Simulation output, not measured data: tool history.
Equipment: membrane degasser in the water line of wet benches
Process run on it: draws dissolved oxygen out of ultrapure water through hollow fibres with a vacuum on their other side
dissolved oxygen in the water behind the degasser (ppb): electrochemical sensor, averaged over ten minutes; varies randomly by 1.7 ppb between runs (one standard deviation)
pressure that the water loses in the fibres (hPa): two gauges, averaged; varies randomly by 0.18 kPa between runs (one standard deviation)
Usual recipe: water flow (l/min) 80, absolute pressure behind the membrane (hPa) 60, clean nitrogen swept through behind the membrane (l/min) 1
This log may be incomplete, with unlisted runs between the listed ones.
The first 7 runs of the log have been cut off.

| run | hour | water flow (l/min) | absolute pressure behind the membrane (hPa) | clean nitrogen swept through behind the membrane (l/min) | hours since the membrane was changed | hours since the vacuum gauge was calibrated | hours since the vacuum lines were made tight | dissolved oxygen in the water behind the degasser (ppb) | pressure that the water loses in the fibres (hPa) |
|---|---|---|---|---|---|---|---|---|---|
| 8 | 439.3 | 80 | 60 | 0.5 | 1583 | 2371 | 3411 | 557.1 | 311.1 |
| 9 | 502.7 | 80 | 99.8 | 1 | 1646 | 2434 | 3474 | 848.3 | 311.6 |
| 10 | 563.8 | 80 | 99.8 | 1 | 1707 | 2495 | 3536 | 851.3 | 310.3 |
| 11 | 610.8 | 80 | 99.8 | 1 | 1754 | 2542 | 3583 | 855.5 | 307.6 |
| 12 | 674.6 | 80 | 60 | 1 | 1818 | 2606 | 3646 | 377.7 | 310.4 |
| 13 | 727.2 | 80 | 98 | 1 | 1871 | 2659 | 3699 | 836.6 | 309.8 |
| 14 | 805.3 | 72 | 98 | 1 | 1949 | 2737 | 3777 | 781.3 | 280.3 |
| 15 | 877.2 | 72 | 98 | 1 | 2021 | 2809 | 3849 | 779.8 | 281.7 |
|  | 881.6 | vacuum gauge calibrated |
| 16 | 916.9 | 80 | 60 | 1 | 2060 | 35 | 3888 | 386.1 | 313.1 |
| 17 | 982.7 | 80 | 60 | 1 | 2126 | 101 | 3954 | 386.5 | 308.6 |
| 18 | 1041.9 | 69 | 41.6 | 1 | 2185 | 160 | 4013 | 134.2 | 266.8 |
| 19 | 1103 | 53 | 44.1 | 1.85 | 2246 | 221 | 4074 | 83.4 | 208.2 |
| 20 | 1174.4 | 84 | 91 | 1.23 | 2317 | 293 | 4146 | 689.3 | 328.9 |
|  | 1205.5 | vacuum gauge calibrated, once more |
| 21 | 1257.7 | 84 | 91 | 1.23 | 2400 | 52 | 4228 | 676.1 | 332 |
| 22 | 1328 | 53 | 43.2 | 0.97 | 2470 | 122 | 4299 | 116.3 | 207.9 |
| 23 | 1362.1 | 120 | 47 | 1.74 | 2504 | 157 | 4333 | 197.9 | 470.4 |
| 24 | 1434 | 68 | 147.5 | 1 | 2576 | 229 | 4405 | 1232.5 | 263.8 |
| 25 | 1483 | 58 | 79.8 | 1.41 | 2625 | 277 | 4454 | 382.3 | 224.3 |
| 26 | 1565.3 | 58 | 74.4 | 1.41 | 2708 | 360 | 4536 | 341.3 | 228.1 |
| 27 | 1648 | 56 | 62.4 | 1.76 | 2790 | 443 | 4619 | 201.3 | 220.5 |
| 28 | 1701.3 | 52 | 57.6 | 0.71 | 2844 | 496 | 4672 | 316.6 | 204.1 |
| 29 | 1770.6 | 52 | 57.6 | 0.71 | 2913 | 565 | 4741 | 319.2 | 205.9 |
| 30 | 1841.3 | 117 | 91 | 1.39 | 2984 | 636 | 4812 | 787 | 461.1 |
| 31 | 1911.5 | 52 | 91 | 1.39 | 3054 | 706 | 4882 | 429.8 | 202.6 |

Forecast each of these 5 alternatives for the next run:
| A | 1985.8 | 76 | 37.8 | 0.9 | 3128 | 780 | 4956 | ? | ? |
| B | 1985.8 | 80 | 41.9 | 0.9 | 3128 | 780 | 4956 | ? | ? |
| C | 1985.8 | 73 | 96.1 | 1.39 | 3128 | 780 | 4956 | ? | ? |
| D | 1985.8 | 65 | 60 | 1 | 3128 | 780 | 4956 | ? | ? |
| E | 1985.8 | 80 | 46.1 | 1.92 | 3128 | 780 | 4956 | ? | ? |

| run | dissolved oxygen in the water behind the degasser (ppb) | pressure that the water loses in the fibres (hPa) |
|---|---|---|
| A | 89.9 | 301.1 |
| B | 150.2 | 316.2 |
| C | 605.5 | 289.4 |
| D | 319.6 | 255.6 |
| E | 124.9 | 313.3 |
Had the tool no hidden state, the same runs would have come out as:
| run | dissolved oxygen in the water behind the degasser (ppb) | pressure that the water loses in the fibres (hPa) |
|---|---|---|
| A | 83.8 | 294.8 |
| B | 144 | 309.5 |
| C | 601.5 | 283.3 |
| D | 315.1 | 250.2 |
| E | 120.8 | 306.6 |
